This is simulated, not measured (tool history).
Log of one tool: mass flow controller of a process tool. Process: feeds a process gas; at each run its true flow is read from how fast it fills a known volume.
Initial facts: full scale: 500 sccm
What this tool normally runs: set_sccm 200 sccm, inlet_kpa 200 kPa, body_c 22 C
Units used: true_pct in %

{"run": 1, "hour": 0.0, "set_sccm": 200, "inlet_kpa": 200, "body_c": 22, "true_pct": 98.74}
{"run": 2, "hour": 188.0, "set_sccm": 79, "inlet_kpa": 200, "body_c": 22, "true_pct": 98.02}
{"run": 3, "hour": 377.7, "set_sccm": 79, "inlet_kpa": 200, "body_c": 22, "true_pct": 98.11}
{"run": 4, "hour": 589.0, "set_sccm": 79, "inlet_kpa": 200, "body_c": 22, "true_pct": 98.09}
{"run": 5, "hour": 745.1, "set_sccm": 79, "inlet_kpa": 200, "body_c": 22, "true_pct": 98.23}
{"run": 6, "hour": 914.1, "set_sccm": 79, "inlet_kpa": 200, "body_c": 22, "true_pct": 98.16}
{"run": 7, "hour": 1193.2, "set_sccm": 461, "inlet_kpa": 200, "body_c": 22, "true_pct": 100.31}
{"run": 8, "hour": 1437.1, "set_sccm": 461, "inlet_kpa": 227, "body_c": 21, "true_pct": 100.65}
{"run": 9, "hour": 1568.7, "set_sccm": 461, "inlet_kpa": 227, "body_c": 21, "true_pct": 100.76}
{"run": 10, "hour": 1695.3, "set_sccm": 240, "inlet_kpa": 148, "body_c": 31, "true_pct": 98.27}
{"run": 11, "hour": 1910.4, "set_sccm": 58, "inlet_kpa": 142, "body_c": 22, "true_pct": 98.07}
{"run": 12, "hour": 2164.9, "set_sccm": 200, "inlet_kpa": 144, "body_c": 28, "true_pct": 98.45}
{"run": 13, "hour": 2314.7, "set_sccm": 91, "inlet_kpa": 200, "body_c": 22, "true_pct": 98.7}
{"run": 14, "hour": 2471.2, "set_sccm": 104, "inlet_kpa": 162, "body_c": 22, "true_pct": 98.47}

Consider 5 possible next runs. They are alternatives, not a sequence: every one starts from the tool as it was left by run 14. What does each give?
{"run": "A", "hour": 2653.3, "set_sccm": 205, "inlet_kpa": 162, "body_c": 25, "true_pct": "?"}
{"run": "B", "hour": 2653.3, "set_sccm": 270, "inlet_kpa": 184, "body_c": 28, "true_pct": "?"}
{"run": "C", "hour": 2653.3, "set_sccm": 200, "inlet_kpa": 250, "body_c": 33, "true_pct": "?"}
{"run": "D", "hour": 2653.3, "set_sccm": 69, "inlet_kpa": 229, "body_c": 21, "true_pct": "?"}
{"run": "E", "hour": 2653.3, "set_sccm": 65, "inlet_kpa": 162, "body_c": 22, "true_pct": "?"}

run=A true_pct=98.89
run=B true_pct=99.2
run=C true_pct=98.92
run=D true_pct=98.96
run=E true_pct=98.44
Without the tool's hidden state the same runs would have given:
run=A true_pct=98.17
run=B true_pct=98.48
run=C true_pct=98.21
run=D true_pct=98.28
run=E true_pct=97.77
